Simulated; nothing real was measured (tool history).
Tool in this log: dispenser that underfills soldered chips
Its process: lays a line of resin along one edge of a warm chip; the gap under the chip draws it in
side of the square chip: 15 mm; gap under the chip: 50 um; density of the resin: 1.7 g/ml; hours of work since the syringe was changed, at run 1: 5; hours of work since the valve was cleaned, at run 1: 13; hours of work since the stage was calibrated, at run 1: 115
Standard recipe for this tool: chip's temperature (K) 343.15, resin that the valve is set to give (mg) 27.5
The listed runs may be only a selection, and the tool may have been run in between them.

run,hour,chip's temperature (K),resin that the valve is set to give (mg),hours of work since the syringe was changed,hours of work since the valve was cleaned,hours of work since the stage was calibrated,time until the resin shows at the far edge (s),resin that the valve gave (mg)
1,0,343.15,27.5,5,13,115,241.8,27.31
2,3.7,343.15,27.5,7,15,117,279.3,27.41
3,6.4,343.15,27.5,9,17,119,317.4,27.33
# hour 9.2: new syringe of resin
4,11.7,343.15,34.9,1,20,122,177.3,34.69
5,16.4,343.15,24.9,4,22,125,229.8,24.68
6,20.5,343.15,24.9,7,25,127,279.2,24.81
7,23.5,343.15,27.5,9,27,129,313.3,27.13
# hour 26.7: new syringe of resin
8,28.6,343.15,23.6,1,30,132,186.3,23.42
9,33.6,343.15,27.5,4,33,135,218.7,27.26
10,37.3,343.15,27.5,6,35,137,263,27.06
11,40.8,343.15,27.5,9,37,139,316,27.05
# hour 44.1: new syringe of resin
12,46.8,343.15,27.5,2,41,143,182.6,27.19
13,52.5,343.15,27.5,5,44,146,240.1,27.16
14,54.9,332.15,31.6,7,46,148,447.7,31.26
15,58,332.15,31.6,8,47,150,510.5,31.04
16,60.6,332.15,31.6,10,49,151,573.3,31.22
# hour 61.3: new syringe of resin
17,66.4,332.15,31.6,3,52,154,341.9,30.98
18,70.1,343.15,32.6,5,55,157,233.7,32.03
19,72.9,343.15,32.6,7,56,158,270.6,31.85
20,75.6,351.15,30.4,9,58,160,211.5,29.88
# hour 78.5: new syringe of resin
21,81.2,332.15,29.2,2,61,163,314.4,28.67
22,83.7,346.15,35.1,3,63,165,169,34.15
23,88.7,346.15,35.1,6,66,168,211.2,34.39

How the hidden state differs across the entries between the runs, from the last listed run before each to the first after it:
After run 3, before run 4: new syringe of resin (hour 9.2)
  resin's viscosity, % of fresh resin's: 196.7 -> 112.7; dose that the valve gives, % of what is set: 99.48 -> 99.37; true chip temperature over the reading, C: 0.12 -> 0.13
  measured value less the no-hidden-state value, time until the resin shows at the far edge (s): +155 -> +19.1; resin that the valve gave (mg): -0.14 -> -0.22
After run 7, before run 8: new syringe of resin (hour 26.7)
  resin's viscosity, % of fresh resin's: 194.4 -> 109.5; dose that the valve gives, % of what is set: 99.14 -> 99.04; true chip temperature over the reading, C: 0.16 -> 0.17
  measured value less the no-hidden-state value, time until the resin shows at the far edge (s): +151.1 -> +15.4; resin that the valve gave (mg): -0.24 -> -0.23
After run 11, before run 12: new syringe of resin (hour 44.1)
  resin's viscosity, % of fresh resin's: 192.4 -> 113.3; dose that the valve gives, % of what is set: 98.78 -> 98.65; true chip temperature over the reading, C: 0.2 -> 0.21
  measured value less the no-hidden-state value, time until the resin shows at the far edge (s): +150.4 -> +20.3; resin that the valve gave (mg): -0.33 -> -0.37
After run 16, before run 17: new syringe of resin (hour 61.3)
  resin's viscosity, % of fresh resin's: 213.7 -> 126.2; dose that the valve gives, % of what is set: 98.35 -> 98.24; true chip temperature over the reading, C: 0.24 -> 0.25
  measured value less the no-hidden-state value, time until the resin shows at the far edge (s): +302.2 -> +68; resin that the valve gave (mg): -0.53 -> -0.56
After run 20, before run 21: new syringe of resin (hour 78.5)
  resin's viscosity, % of fresh resin's: 192.9 -> 112.6; dose that the valve gives, % of what is set: 98.03 -> 97.92; true chip temperature over the reading, C: 0.27 -> 0.28
  measured value less the no-hidden-state value, time until the resin shows at the far edge (s): +100.7 -> +31.9; resin that the valve gave (mg): -0.6 -> -0.61
